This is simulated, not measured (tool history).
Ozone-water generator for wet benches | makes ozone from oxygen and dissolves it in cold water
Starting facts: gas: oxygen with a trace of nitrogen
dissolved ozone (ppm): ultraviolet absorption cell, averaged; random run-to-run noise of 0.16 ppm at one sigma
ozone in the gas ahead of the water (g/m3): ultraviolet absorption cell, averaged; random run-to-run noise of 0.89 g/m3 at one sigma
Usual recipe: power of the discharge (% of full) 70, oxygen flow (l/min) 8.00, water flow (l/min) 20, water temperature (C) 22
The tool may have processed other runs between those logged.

| run | hour | power of the discharge (% of full) | oxygen flow (l/min) | water flow (l/min) | water temperature (C) | dissolved ozone (ppm) | ozone in the gas ahead of the water (g/m3) |
|---|---|---|---|---|---|---|---|
| 1 | 0.0 | 70 | 8.00 | 20 | 22 | 20.0 | 146.8 |
| 2 | 20.1 | 70 | 8.00 | 20 | 22 | 19.8 | 147.0 |
| 3 | 35.7 | 70 | 8.00 | 20 | 14 | 23.1 | 146.1 |
| 4 | 61.3 | 43 | 8.00 | 20 | 14 | 17.3 | 109.6 |
| 5 | 75.5 | 70 | 8.00 | 20 | 14 | 23.0 | 145.5 |
| 6 | 99.4 | 70 | 8.00 | 20 | 22 | 19.9 | 145.6 |
| 7 | 128.4 | 70 | 5.60 | 20 | 22 | 20.7 | 177.0 |
| 8 | 160.3 | 70 | 5.60 | 12 | 22 | 29.0 | 179.6 |
| 9 | 185.7 | 70 | 5.60 | 12 | 22 | 29.0 | 180.1 |
| 10 | 200.5 | 70 | 5.60 | 12 | 22 | 28.7 | 180.4 |
|  | 202.7 | water thermometer calibrated |
| 11 | 231.4 | 70 | 8.00 | 20 | 22 | 19.9 | 145.9 |
| 12 | 251.0 | 70 | 8.00 | 15 | 22 | 23.8 | 144.4 |
|  | 266.4 | water thermometer calibrated, once more |
| 13 | 266.4 | 70 | 8.00 | 15 | 22 | 23.9 | 144.5 |
| 14 | 290.4 | 70 | 8.00 | 15 | 22 | 23.8 | 145.9 |
| 15 | 318.1 | 62 | 8.00 | 15 | 25 | 20.6 | 136.4 |
| 16 | 337.4 | 62 | 8.00 | 15 | 25 | 20.7 | 136.7 |
| 17 | 354.4 | 61 | 4.57 | 20 | 22 | 19.1 | 185.7 |
| 18 | 374.4 | 61 | 4.57 | 20 | 22 | 19.3 | 185.8 |
| 19 | 404.6 | 62 | 13.46 | 12 | 15 | 24.4 | 99.9 |
| 20 | 423.4 | 62 | 9.86 | 12 | 15 | 27.2 | 119.1 |
| 21 | 436.8 | 62 | 9.86 | 12 | 15 | 27.1 | 119.6 |
| 22 | 454.7 | 70 | 8.00 | 12 | 17 | 29.8 | 145.1 |

What if the next run were any one of these 4? Each begins from the tool's condition after run 22:
| A | 486.8 | 70 | 8.00 | 13 | 15 | ? | ? |
| B | 486.8 | 70 | 5.16 | 20 | 21 | ? | ? |
| C | 486.8 | 50 | 8.00 | 12 | 18 | ? | ? |
| D | 486.8 | 70 | 4.88 | 20 | 22 | ? | ? |

| run | dissolved ozone (ppm) | ozone in the gas ahead of the water (g/m3) |
|---|---|---|
| A | 29.2 | 144.6 |
| B | 21.2 | 188.0 |
| C | 23.7 | 119.8 |
| D | 20.6 | 192.8 |
What these runs would have given with no unlogged condition in the tool:
| run | dissolved ozone (ppm) | ozone in the gas ahead of the water (g/m3) |
|---|---|---|
| A | 30.7 | 147.4 |
| B | 22.6 | 191.6 |
| C | 24.7 | 121.7 |
| D | 22.0 | 196.5 |
